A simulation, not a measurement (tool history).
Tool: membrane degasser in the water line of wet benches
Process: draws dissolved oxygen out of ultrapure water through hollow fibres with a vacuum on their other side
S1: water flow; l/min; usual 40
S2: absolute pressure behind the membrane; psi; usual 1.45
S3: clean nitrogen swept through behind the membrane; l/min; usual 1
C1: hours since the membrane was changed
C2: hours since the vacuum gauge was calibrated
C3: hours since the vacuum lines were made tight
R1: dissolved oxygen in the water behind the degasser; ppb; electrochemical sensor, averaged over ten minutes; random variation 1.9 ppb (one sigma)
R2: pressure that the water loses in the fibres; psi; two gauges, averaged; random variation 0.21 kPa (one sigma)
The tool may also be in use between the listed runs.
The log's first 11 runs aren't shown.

{"run": 12, "hour": 609.3, "S1": 40, "S2": 1.45, "S3": 1.13, "C1": 2713, "C2": 387, "C3": 2108, "R1": 471.5, "R2": 6.756}
{"run": 13, "hour": 685.1, "S1": 40, "S2": 1.45, "S3": 1.13, "C1": 2789, "C2": 462, "C3": 2184, "R1": 470.7, "R2": 6.769}
{"run": 14, "hour": 760.5, "S1": 40, "S2": 1.45, "S3": 1.13, "C1": 2864, "C2": 538, "C3": 2259, "R1": 468.7, "R2": 6.828}
{"run": 15, "hour": 808.4, "S1": 40, "S2": 1.45, "S3": 2.39, "C1": 2912, "C2": 586, "C3": 2307, "R1": 254.1, "R2": 6.82}
{"run": 16, "hour": 854.6, "S1": 40, "S2": 1.45, "S3": 2.39, "C1": 2958, "C2": 632, "C3": 2353, "R1": 252.8, "R2": 6.805}
{"run": 17, "hour": 891.5, "S1": 52, "S2": 2, "S3": 1, "C1": 2995, "C2": 669, "C3": 2390, "R1": 941.1, "R2": 8.878}
{"run": 18, "hour": 959.2, "S1": 52, "S2": 2, "S3": 1, "C1": 3063, "C2": 737, "C3": 2458, "R1": 932.4, "R2": 8.814}
{"run": 19, "hour": 1019.2, "S1": 52, "S2": 2.18, "S3": 2.5, "C1": 3123, "C2": 797, "C3": 2518, "R1": 513.7, "R2": 8.792}
{"run": 20, "hour": 1052.5, "S1": 40, "S2": 3.28, "S3": 1, "C1": 3156, "C2": 830, "C3": 2551, "R1": 1313.5, "R2": 6.824}
{"run": 21, "hour": 1120.5, "S1": 40, "S2": 3.28, "S3": 1, "C1": 3224, "C2": 898, "C3": 2619, "R1": 1318.2, "R2": 6.82}
{"run": 22, "hour": 1180.5, "S1": 40, "S2": 2.92, "S3": 1, "C1": 3284, "C2": 958, "C3": 2679, "R1": 1164.8, "R2": 6.825}
{"hour": 1197.2, "done": "gauge calibrated"}
{"run": 23, "hour": 1221.5, "S1": 40, "S2": 2.92, "S3": 1, "C1": 3325, "C2": 999, "C3": 2720, "R1": 1199.4, "R2": 6.804}
{"run": 24, "hour": 1298.9, "S1": 30, "S2": 2.92, "S3": 1, "C1": 3402, "C2": 1076, "C3": 2797, "R1": 956.6, "R2": 5.1}
{"run": 25, "hour": 1331.8, "S1": 30, "S2": 1.54, "S3": 1, "C1": 3435, "C2": 1109, "C3": 2830, "R1": 448.8, "R2": 5.129}
{"run": 26, "hour": 1396.0, "S1": 26, "S2": 1.17, "S3": 1.87, "C1": 3500, "C2": 1173, "C3": 2894, "R1": 156.1, "R2": 4.477}
{"run": 27, "hour": 1447.7, "S1": 30, "S2": 1.54, "S3": 0.61, "C1": 3551, "C2": 1225, "C3": 2946, "R1": 653.4, "R2": 5.12}
{"run": 28, "hour": 1516.9, "S1": 30, "S2": 1.54, "S3": 0.61, "C1": 3620, "C2": 1294, "C3": 3015, "R1": 654.7, "R2": 5.091}

The next listed run, before its measurement:
{"run": 29, "hour": 1587.0, "S1": 40, "S2": 3.16, "S3": 0.85, "C1": 3691, "C2": 1364, "C3": 3085, "R1": "?", "R2": "?"}

R1: 1447.7 ppb
R2: 6.782 psi
Without the tool's hidden state the same run would have given R1 1460.9 ppb, R2 6.778 psi.
